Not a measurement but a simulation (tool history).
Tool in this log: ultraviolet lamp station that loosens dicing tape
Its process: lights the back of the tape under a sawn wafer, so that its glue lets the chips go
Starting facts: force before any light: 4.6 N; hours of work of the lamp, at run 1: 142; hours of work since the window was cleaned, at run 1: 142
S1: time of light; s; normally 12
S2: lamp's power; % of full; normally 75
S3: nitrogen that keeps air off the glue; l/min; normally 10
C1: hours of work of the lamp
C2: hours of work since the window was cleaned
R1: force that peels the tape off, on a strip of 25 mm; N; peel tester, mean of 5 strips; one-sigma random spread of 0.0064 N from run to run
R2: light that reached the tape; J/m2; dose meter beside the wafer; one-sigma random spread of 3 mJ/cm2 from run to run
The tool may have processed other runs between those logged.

run,hour,S1,S2,S3,C1,C2,R1,R2
1,0,12,75,10,142,142,0.26,3830
2,89.5,12,75,14,211,211,0.227,3540
# hour 146.5: window cleaned of glue's vapour
3,184.6,10,75,10,284,29,0.562,2610
4,246.8,10,75,10,332,77,0.641,2520
5,310.7,10,75,10,381,127,0.695,2340
# hour 338.9: window cleaned of glue's vapour, once more
6,357.7,12,75,10,417,14,0.364,3340
7,441.6,12,95,10,482,79,0.269,3930
8,511.7,12,87,10,536,133,0.351,3370
9,579.5,12,87,10,588,185,0.391,3140
# hour 619.9: lamp changed
10,664.2,12,76,10,34,250,0.247,3920
# hour 673.7: window cleaned of glue's vapour
11,754.4,12,91,10,103,62,0.17,4820
12,838.2,10,96,9,168,127,0.266,3980
13,912.5,7,92,20,225,184,0.385,2490
14,998,20,98,9,291,250,0.099,7130
# hour 1007.6: window cleaned of glue's vapour
15,1048.2,8,98,6,329,31,0.662,2980
16,1110,11,98,6,377,79,0.418,3870
17,1197.5,12,64,3,444,146,1.354,2560
18,1239.4,12,64,3,477,179,1.366,2440
19,1322.3,12,80,13,541,243,0.395,2860
# hour 1338.2: window cleaned of glue's vapour
20,1391.7,17,66,10,594,41,0.335,3400
# hour 1423.7: lamp changed
21,1487.5,8,66,4,49,114,1.188,2420

Estimate the outcome of run 22 from the log above:
22,1539.4,8,65,11,89,154,?,?

Logged for run 22: R1 0.692 N, R2 2310 J/m2.
If the tool had no hidden condition, the same run with the same run-to-run variation would have returned R1 0.571 N, R2 2570 J/m2.
